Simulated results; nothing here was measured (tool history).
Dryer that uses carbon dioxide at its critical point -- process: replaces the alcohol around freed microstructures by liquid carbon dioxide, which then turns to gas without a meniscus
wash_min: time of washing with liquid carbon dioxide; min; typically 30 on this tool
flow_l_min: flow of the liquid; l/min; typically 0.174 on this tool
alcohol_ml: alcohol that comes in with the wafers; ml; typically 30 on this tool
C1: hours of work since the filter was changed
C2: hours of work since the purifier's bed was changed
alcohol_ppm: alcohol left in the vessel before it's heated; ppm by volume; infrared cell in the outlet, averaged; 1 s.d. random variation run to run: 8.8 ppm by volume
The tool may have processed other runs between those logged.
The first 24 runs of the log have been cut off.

{"run": 25, "hour": 1150.4, "wash_min": 30, "flow_l_min": 0.187, "alcohol_ml": 62, "C1": 195, "C2": 971, "alcohol_ppm": 998}
{"run": 26, "hour": 1203.0, "wash_min": 30, "flow_l_min": 0.217, "alcohol_ml": 62, "C1": 220, "C2": 996, "alcohol_ppm": 574}
{"run": 27, "hour": 1242.0, "wash_min": 30, "flow_l_min": 0.174, "alcohol_ml": 36, "C1": 239, "C2": 1015, "alcohol_ppm": 864}
{"run": 28, "hour": 1305.4, "wash_min": 35, "flow_l_min": 0.134, "alcohol_ml": 30, "C1": 269, "C2": 1045, "alcohol_ppm": 1096}
{"run": 29, "hour": 1369.9, "wash_min": 33, "flow_l_min": 0.179, "alcohol_ml": 30, "C1": 299, "C2": 1075, "alcohol_ppm": 516}
{"run": 30, "hour": 1410.2, "wash_min": 41, "flow_l_min": 0.179, "alcohol_ml": 82, "C1": 318, "C2": 1094, "alcohol_ppm": 532}
{"run": 31, "hour": 1465.2, "wash_min": 20, "flow_l_min": 0.138, "alcohol_ml": 30, "C1": 344, "C2": 1120, "alcohol_ppm": 4212}
{"run": 32, "hour": 1519.2, "wash_min": 20, "flow_l_min": 0.138, "alcohol_ml": 30, "C1": 370, "C2": 1146, "alcohol_ppm": 4267}
{"run": 33, "hour": 1568.5, "wash_min": 20, "flow_l_min": 0.287, "alcohol_ml": 73, "C1": 393, "C2": 1169, "alcohol_ppm": 1267}
{"hour": 1590.6, "done": "inlet filter changed"}
{"run": 34, "hour": 1610.1, "wash_min": 20, "flow_l_min": 0.287, "alcohol_ml": 73, "C1": 9, "C2": 1189, "alcohol_ppm": 878}
{"run": 35, "hour": 1660.5, "wash_min": 20, "flow_l_min": 0.287, "alcohol_ml": 73, "C1": 33, "C2": 1212, "alcohol_ppm": 897}
{"run": 36, "hour": 1708.5, "wash_min": 27, "flow_l_min": 0.229, "alcohol_ml": 28, "C1": 56, "C2": 1235, "alcohol_ppm": 389}
{"run": 37, "hour": 1762.4, "wash_min": 27, "flow_l_min": 0.229, "alcohol_ml": 28, "C1": 81, "C2": 1261, "alcohol_ppm": 368}
{"run": 38, "hour": 1805.1, "wash_min": 48, "flow_l_min": 0.229, "alcohol_ml": 75, "C1": 102, "C2": 1281, "alcohol_ppm": 178}

Below are 5 alternative next runs, each starting from the tool's condition after run 38. Predict each:
{"hour": 1871.6, "done": "purifier's bed changed"}
{"run": "A", "hour": 1871.6, "wash_min": 46, "flow_l_min": 0.174, "alcohol_ml": 30, "C1": 132, "C2": 0, "alcohol_ppm": "?"}
{"hour": 1871.6, "done": "purifier's bed changed"}
{"run": "B", "hour": 1871.6, "wash_min": 23, "flow_l_min": 0.229, "alcohol_ml": 55, "C1": 132, "C2": 0, "alcohol_ppm": "?"}
{"hour": 1871.6, "done": "purifier's bed changed"}
{"run": "C", "hour": 1871.6, "wash_min": 46, "flow_l_min": 0.174, "alcohol_ml": 30, "C1": 132, "C2": 0, "alcohol_ppm": "?"}
{"hour": 1871.6, "done": "purifier's bed changed"}
{"run": "D", "hour": 1871.6, "wash_min": 33, "flow_l_min": 0.229, "alcohol_ml": 35, "C1": 132, "C2": 0, "alcohol_ppm": "?"}
{"hour": 1871.6, "done": "purifier's bed changed"}
{"run": "E", "hour": 1871.6, "wash_min": 46, "flow_l_min": 0.174, "alcohol_ml": 61, "C1": 132, "C2": 0, "alcohol_ppm": "?"}

run=A alcohol_ppm=72
run=B alcohol_ppm=931
run=C alcohol_ppm=67
run=D alcohol_ppm=99
run=E alcohol_ppm=145
Without the tool's unlogged condition, the same runs would have read:
run=A alcohol_ppm=59
run=B alcohol_ppm=811
run=C alcohol_ppm=54
run=D alcohol_ppm=80
run=E alcohol_ppm=119
